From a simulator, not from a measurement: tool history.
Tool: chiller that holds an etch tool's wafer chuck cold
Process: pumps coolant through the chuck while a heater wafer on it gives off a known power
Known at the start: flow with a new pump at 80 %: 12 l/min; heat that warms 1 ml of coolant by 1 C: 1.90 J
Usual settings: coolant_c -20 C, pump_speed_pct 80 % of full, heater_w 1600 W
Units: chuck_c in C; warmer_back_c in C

run,hour,coolant_c,pump_speed_pct,heater_w,chuck_c,warmer_back_c
1,0,-20,80,1600,-8.4,4.19
2,55,-20,80,1600,-8.3,4.25
3,88.1,-20,80,1600,-8.4,4.19
4,113.7,-20,80,1600,-8.2,4.29
5,168.4,-10,80,1600,1.6,4.31
6,205.8,-10,80,1600,1.7,4.24
7,245.7,-10,80,1600,1.9,4.29
8,291.5,-10,80,1469,0.8,3.94
9,327.1,-10,80,1469,0.8,4.07
10,382.6,-10,80,1469,0.7,4.03
11,431.1,-10,80,1469,0.8,4.06
12,487.5,-20,96,1600,-9.6,3.6
13,511.3,-20,96,1600,-9.5,3.62
14,551.5,-20,96,1600,-9.6,3.62
15,583.1,-20,96,1600,-9.5,3.68
16,619.5,-16,80,1600,-4.6,4.46
17,673.6,-25,80,1600,-13.5,4.44
18,728.6,-11,80,1467,-0.4,4.12
19,780.9,-20,80,1202,-11.2,3.52
20,829.9,-20,80,1202,-11.3,3.52
21,870.4,-20,74,1202,-10.8,3.75
# hour 907.8: gauge calibrated
22,915.8,-20,82,1536,-8.9,3.93
23,941.6,-20,82,1536,-8.7,3.93
24,978.3,-24,76,883,-17.2,2.46
25,1024.6,-24,76,883,-17.2,2.52
26,1055.6,-14,80,1600,-2.3,4.23
27,1103.5,-14,73,1526,-2.3,4.58
28,1153.5,-24,85,1600,-12.6,4.05
29,1194.4,-21,75,947,-13.8,2.78
30,1217.6,-10,69,1725,3.8,5.45
31,1247.4,-25,69,1725,-11.2,5.45

Measured less the same run without the tool's hidden state. The same run-to-run variation is in both; the gauge's scatter may not be:
The hidden state here: heat passed by the chuck's channels, % of clean ones'; flow at a given pump speed, % of a new pump's; coolant's true temperature over the reading, C; drift of the gauge itself on chuck_c, C; drift of the gauge itself on warmer_back_c, C.
run,warmer_back_c
1,+0
2,+0.02
3,+0.03
4,+0.04
5,+0.06
6,+0.07
7,+0.09
8,+0.11
9,+0.12
10,+0.13
11,+0.16
12,+0.18
13,+0.18
14,+0.19
15,+0.21
16,+0.22
17,+0.24
18,+0.26
19,+0.28
20,+0.3
21,+0.31
22,+0
23,+0.01
24,+0.03
25,+0.04
26,+0.05
27,+0.07
28,+0.09
29,+0.1
30,+0.11
31,+0.12
chuck_c: within 0.1 C of the measured result in every run.

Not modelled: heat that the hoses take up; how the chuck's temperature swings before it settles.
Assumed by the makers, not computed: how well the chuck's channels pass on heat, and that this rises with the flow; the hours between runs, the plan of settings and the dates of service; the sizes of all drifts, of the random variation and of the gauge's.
